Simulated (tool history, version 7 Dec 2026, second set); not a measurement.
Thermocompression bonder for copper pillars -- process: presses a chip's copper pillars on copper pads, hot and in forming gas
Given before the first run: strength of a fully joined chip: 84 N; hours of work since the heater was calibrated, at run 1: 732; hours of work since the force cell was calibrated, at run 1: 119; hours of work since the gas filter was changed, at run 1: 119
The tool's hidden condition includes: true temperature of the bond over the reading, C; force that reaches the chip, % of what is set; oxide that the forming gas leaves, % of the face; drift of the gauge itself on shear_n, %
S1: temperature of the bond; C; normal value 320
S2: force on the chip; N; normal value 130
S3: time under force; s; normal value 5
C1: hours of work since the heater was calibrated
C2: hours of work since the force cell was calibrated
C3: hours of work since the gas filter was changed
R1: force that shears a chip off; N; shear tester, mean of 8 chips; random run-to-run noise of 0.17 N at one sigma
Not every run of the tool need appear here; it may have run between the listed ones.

run 1 hour=0.0 | S1=320 S2=130 S3=5 | C1=732 C2=119 C3=119 | R1=34.1
run 2 hour=28.8 | S1=320 S2=130 S3=5 | C1=750 C2=137 C3=137 | R1=34.2
-- hour=39.9 forming gas filter changed
run 3 hour=58.2 | S1=320 S2=130 S3=5 | C1=768 C2=155 C3=12 | R1=35.0
run 4 hour=122.0 | S1=320 S2=130 S3=5 | C1=808 C2=196 C3=52 | R1=34.7
run 5 hour=169.6 | S1=320 S2=130 S3=5 | C1=839 C2=226 C3=82 | R1=34.8
run 6 hour=219.6 | S1=320 S2=130 S3=5 | C1=870 C2=257 C3=114 | R1=34.3
-- hour=268.2 forming gas filter changed
run 7 hour=274.5 | S1=320 S2=130 S3=5 | C1=905 C2=292 C3=4 | R1=35.2
run 8 hour=316.9 | S1=320 S2=130 S3=5 | C1=931 C2=319 C3=31 | R1=35.2
run 9 hour=377.7 | S1=320 S2=130 S3=5 | C1=970 C2=357 C3=69 | R1=35.2
run 10 hour=420.6 | S1=297 S2=130 S3=5 | C1=997 C2=384 C3=96 | R1=26.1
run 11 hour=482.1 | S1=297 S2=130 S3=5 | C1=1036 C2=423 C3=135 | R1=26.0
-- hour=489.4 heater calibrated with a thermocouple chip
-- hour=498.7 forming gas filter changed
run 12 hour=534.0 | S1=292 S2=93 S3=9 | C1=28 C2=454 C3=22 | R1=23.7
run 13 hour=571.5 | S1=292 S2=93 S3=9 | C1=52 C2=478 C3=46 | R1=23.6

What does the tool deliver on the next run?
run 14 hour=627.1 | S1=337 S2=94 S3=5 | C1=87 C2=513 C3=81 | R1=?

R1: 32.9 N
On a tool with no hidden condition, and with the same random variation, this run would have come out at R1 30.1 N.

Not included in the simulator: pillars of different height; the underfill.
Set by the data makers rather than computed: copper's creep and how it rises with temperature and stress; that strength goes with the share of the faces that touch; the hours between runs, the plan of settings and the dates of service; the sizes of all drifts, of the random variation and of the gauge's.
